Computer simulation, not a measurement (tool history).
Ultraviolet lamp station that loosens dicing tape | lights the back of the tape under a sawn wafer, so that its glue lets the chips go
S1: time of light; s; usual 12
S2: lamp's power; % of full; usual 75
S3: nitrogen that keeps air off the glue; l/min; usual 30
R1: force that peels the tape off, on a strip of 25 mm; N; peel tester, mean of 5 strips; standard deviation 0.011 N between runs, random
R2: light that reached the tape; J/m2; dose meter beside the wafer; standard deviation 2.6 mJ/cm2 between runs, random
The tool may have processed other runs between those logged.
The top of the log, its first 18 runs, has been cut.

run,hour,S1,S2,S3,R1,R2
19,1024.3,12,75,11,1.166,2790
# hour 1085.7: window cleaned of glue's vapour
20,1088.3,12,75,11,1.12,3020
21,1167,12,75,11,1.192,2870
22,1225.4,12,75,11,1.161,2790
23,1298.1,12,75,11,1.22,2690
24,1357.5,12,75,11,1.271,2640
25,1401.7,20,90,11,0.451,5040
26,1455.6,9,70,13,1.865,1730
27,1517.2,9,70,13,1.875,1700
28,1579.3,16,69,13,1.046,2870
29,1622.4,14,64,30,0.954,2300
30,1673.2,14,64,30,1.013,2160
31,1751.3,22,64,41,0.428,3300
32,1816.6,22,67,13,0.867,3310
# hour 1853.4: window cleaned of glue's vapour
33,1855.2,22,67,13,0.775,3580
34,1890.2,17,98,32,0.331,3970
35,1924.7,8,77,16,1.969,1430
36,1958.8,8,63,15,2.323,1150
# hour 1972.8: lamp changed
37,2035.2,12,64,21,0.837,2830
38,2091.5,16,81,17,0.388,4620
39,2159.6,16,81,17,0.412,4590
40,2224.7,12,95,14,0.643,3870
41,2287.5,6,91,15,1.663,1770
42,2355.4,6,91,15,1.819,1690
43,2409.8,12,65,13,1.346,2430

Below are 4 alternative next runs, each starting from the tool's condition after run 43. Predict each:
A,2484.9,12,65,18,?,?
B,2484.9,12,77,36,?,?
C,2484.9,12,92,44,?,?
D,2484.9,12,76,12,?,?

run,R1,R2
A,1.153,2330
B,0.657,2770
C,0.411,3340
D,1.173,2740
With no hidden state in the tool, these same runs would have given:
run,R1,R2
A,0.806,3010
B,0.399,3570
C,0.231,4300
D,0.819,3530
